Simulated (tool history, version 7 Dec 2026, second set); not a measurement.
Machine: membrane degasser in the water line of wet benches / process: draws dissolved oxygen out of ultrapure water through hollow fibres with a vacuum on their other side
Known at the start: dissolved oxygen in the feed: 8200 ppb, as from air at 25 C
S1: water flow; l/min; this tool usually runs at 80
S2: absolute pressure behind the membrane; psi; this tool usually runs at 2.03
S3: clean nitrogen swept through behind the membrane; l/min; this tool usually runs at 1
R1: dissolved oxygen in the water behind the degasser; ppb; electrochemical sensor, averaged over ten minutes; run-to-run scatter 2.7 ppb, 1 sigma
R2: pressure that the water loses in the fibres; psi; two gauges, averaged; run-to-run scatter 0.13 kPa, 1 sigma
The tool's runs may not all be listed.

Run 1, hour 0: usual settings. Result: R1 1322.8 ppb, R2 6.489 psi.
Run 2, hour 95.2: usual settings. Result: R1 1326.1 ppb, R2 6.459 psi.
Run 3, hour 193.2: usual settings but S1 115 l/min. Result: R1 1657.6 ppb, R2 9.288 psi.
Run 4, hour 268.9: usual settings but S1 115 l/min. Result: R1 1652.9 ppb, R2 9.298 psi.
Run 5, hour 338.8: usual settings but S2 3.87 psi. Result: R1 2477.5 ppb, R2 6.467 psi.
Run 6, hour 412.5: usual settings. Result: R1 1327 ppb, R2 6.45 psi.
Run 7, hour 517.1: usual settings but S1 57 l/min. Result: R1 1061 ppb, R2 4.614 psi.
Run 8, hour 568.8: usual settings but S1 57 l/min. Result: R1 1064.8 ppb, R2 4.65 psi.
Run 9, hour 628.9: usual settings but S1 57 l/min. Result: R1 1061.1 ppb, R2 4.627 psi.
Run 10, hour 734.3: usual settings but S1 57 l/min. Result: R1 1060 ppb, R2 4.612 psi.
Run 11, hour 816.6: usual settings but S1 57 l/min. Result: R1 1064.6 ppb, R2 4.622 psi.
Run 12, hour 883.4: usual settings but S2 1.58 psi. Result: R1 994.9 ppb, R2 6.472 psi.
Run 13, hour 962.2: usual settings. Result: R1 1331.5 ppb, R2 6.488 psi.
Run 14, hour 1052.3: usual settings. Result: R1 1326.5 ppb, R2 6.502 psi.
Run 15, hour 1159.6: usual settings. Result: R1 1325.8 ppb, R2 6.473 psi.
Run 16, hour 1219.6: usual settings but S2 4.76 psi. Result: R1 2930.6 ppb, R2 6.544 psi.
At hour 1229.7: seals of the vacuum lines changed.
Run 17, hour 1317.4: usual settings but S1 116 l/min. Result: R1 1672 ppb, R2 9.426 psi.
Run 18, hour 1419.9: usual settings but S1 116 l/min. Result: R1 1676.5 ppb, R2 9.436 psi.
At hour 1428: vacuum gauge calibrated.
Run 19, hour 1524.3: usual settings but S1 116 l/min. Result: R1 1627.2 ppb, R2 9.464 psi.
Run 20, hour 1616: usual settings but S1 127 l/min, S2 1.36 psi. Result: R1 1066.7 ppb, R2 10.334 psi.
Run 21, hour 1737.2: usual settings but S1 54 l/min, S2 3.13 psi, S3 0.86 l/min. Result: R1 1738.7 ppb, R2 4.39 psi.
Run 22, hour 1794.4: usual settings but S1 54 l/min, S2 3.13 psi, S3 0.86 l/min. Result: R1 1745.7 ppb, R2 4.411 psi.
Run 23, hour 1905.1: usual settings but S1 54 l/min, S2 3.13 psi, S3 0.86 l/min. Result: R1 1742.4 ppb, R2 4.416 psi.
Run 24, hour 2007.1: usual settings but S2 1.77 psi. Result: R1 1100.7 ppb, R2 6.495 psi.
Run 25, hour 2095.9: usual settings but S1 127 l/min, S2 1.91 psi, S3 0.41 l/min. Result: R1 2365.3 ppb, R2 10.385 psi.
Run 26, hour 2165.7: usual settings but S1 89 l/min, S3 0.46 l/min. Result: R1 2065.7 ppb, R2 7.301 psi.
Run 27, hour 2228.3: usual settings but S1 107 l/min, S2 3.39 psi, S3 0.46 l/min. Result: R1 3636.4 ppb, R2 8.712 psi.
Run 28, hour 2278.5: usual settings but S1 73 l/min, S2 4.51 psi, S3 1.76 l/min. Result: R1 1869.6 ppb, R2 5.965 psi.
Run 29, hour 2370.6: usual settings but S1 73 l/min, S2 4.51 psi, S3 1.76 l/min. Result: R1 1877.6 ppb, R2 5.971 psi.
Run 30, hour 2493.1: usual settings but S1 58 l/min, S3 1.7 l/min. Result: R1 712.9 ppb, R2 4.779 psi.
Run 31, hour 2547.6: usual settings but S1 58 l/min, S3 1.7 l/min. Result: R1 712.4 ppb, R2 4.776 psi.
Run 32, hour 2605.7: usual settings but S1 58 l/min, S3 1.7 l/min. Result: R1 712.7 ppb, R2 4.747 psi.

Measured minus without-hidden-state, run by run (identical run-to-run variation in each term; gauge scatter may differ):
The hidden state here: membrane still open, %; true pressure behind the membrane over the reading, kPa; air that leaks in behind the membrane, l/min; drift of the gauge itself on oxygen_ppb, %; drift of the gauge itself on loss_of_pressure_kpa, %.
run     R1      R2
  1  +35.3  +0.119
  2  +35.9  +0.122
  3  +44.9  +0.177
  4  +45.2  +0.181
  5  +27.3  +0.129
  6  +37.7  +0.131
  7    +32  +0.096
  8  +32.4  +0.097
  9  +32.5  +0.099
 10  +32.9    +0.1
 11  +33.5  +0.102
 12    +44  +0.146
 13  +41.1  +0.149
 14  +41.4  +0.152
 15    +42  +0.155
 16  +27.4  +0.157
 17  +57.6  +0.232
 18  +58.5  +0.238
 19     +7  +0.244
 20  +10.2  +0.271
 21   +3.3  +0.117
 22   +3.5   +0.12
 23   +3.9  +0.122
 24   +7.1  +0.183
 25  +15.6  +0.296
 26  +11.1   +0.21
 27   +8.8  +0.255
 28   +4.7  +0.175
 29   +5.1  +0.178
 30   +5.6  +0.145
 31   +5.8  +0.146
 32     +6  +0.148
